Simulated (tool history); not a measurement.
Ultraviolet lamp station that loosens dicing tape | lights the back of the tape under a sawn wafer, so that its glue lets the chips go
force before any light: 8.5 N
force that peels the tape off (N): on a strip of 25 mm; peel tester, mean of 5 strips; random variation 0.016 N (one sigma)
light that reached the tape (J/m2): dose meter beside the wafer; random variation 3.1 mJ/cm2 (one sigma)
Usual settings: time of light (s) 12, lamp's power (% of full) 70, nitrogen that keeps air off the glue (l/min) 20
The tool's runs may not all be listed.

run,hour,time of light (s),lamp's power (% of full),nitrogen that keeps air off the glue (l/min),force that peels the tape off (N),light that reached the tape (J/m2)
1,0,12,70,20,1.17,3910
2,8.3,12,70,20,1.166,3880
3,17.6,12,70,20,1.096,3900
4,29.5,12,75,20,1.043,4150
5,38,12,75,20,1.009,4130
6,44,12,75,20,1.036,4160
7,50.2,12,75,20,1.066,4140
8,57.8,6,75,20,2.928,2090
9,66.8,6,75,20,2.87,2090
10,75.3,6,75,20,2.85,2070
11,85,12,70,20,1.194,3860
12,96.1,12,70,20,1.212,3840
13,102.9,12,70,20,1.185,3840
14,115.4,12,70,20,0.87,4510
15,124.1,12,70,20,0.85,4490
16,134.8,12,70,20,0.859,4540
17,140,12,67,20,0.94,4290
18,146.5,12,67,20,0.94,4310
19,153.9,12,70,23,0.791,4520
20,159.1,10,70,23,1.138,3720
21,170.3,11,70,11,1.592,4120
22,181,11,70,11,1.513,4110
23,187.3,12,68,20,0.948,4310
24,198.3,12,70,20,0.91,4430
25,207.5,12,64,6,2.338,4050
26,216.3,8,89,31,0.962,3770
27,221.2,20,60,39,0.223,6350
28,226.5,12,99,39,0.227,6170
29,235.9,21,61,25,0.27,6710
30,243.9,16,100,23,0.174,8350
31,248.9,16,100,23,0.161,8380
32,256.5,16,100,23,0.165,8460
33,266.5,9,70,9,2.427,3280
34,273.5,9,70,9,2.404,3280
35,284.9,13,81,32,0.379,5450
36,289.7,11,68,8,2.082,3910
37,297.1,11,79,31,0.642,4520
38,304.7,12,89,7,1.259,5520
39,312.3,13,70,20,0.791,4690
40,317.2,13,64,20,0.94,4280

Taken out of this log: 1 entry between the listed runs. Where each belongs, and how the hidden state differs across it:
Between runs 13 and 14: window cleaned of glue's vapour (hour 108.2)
  lamp's light, % of a new lamp's: 94.3 -> 94.2; light that the window lets through, % of a clean one's: 84.1 -> 99.5
  measured less the result without the state, force that peels the tape off (N): +0.454 -> +0.115; light that reached the tape (J/m2): -1000 -> -310

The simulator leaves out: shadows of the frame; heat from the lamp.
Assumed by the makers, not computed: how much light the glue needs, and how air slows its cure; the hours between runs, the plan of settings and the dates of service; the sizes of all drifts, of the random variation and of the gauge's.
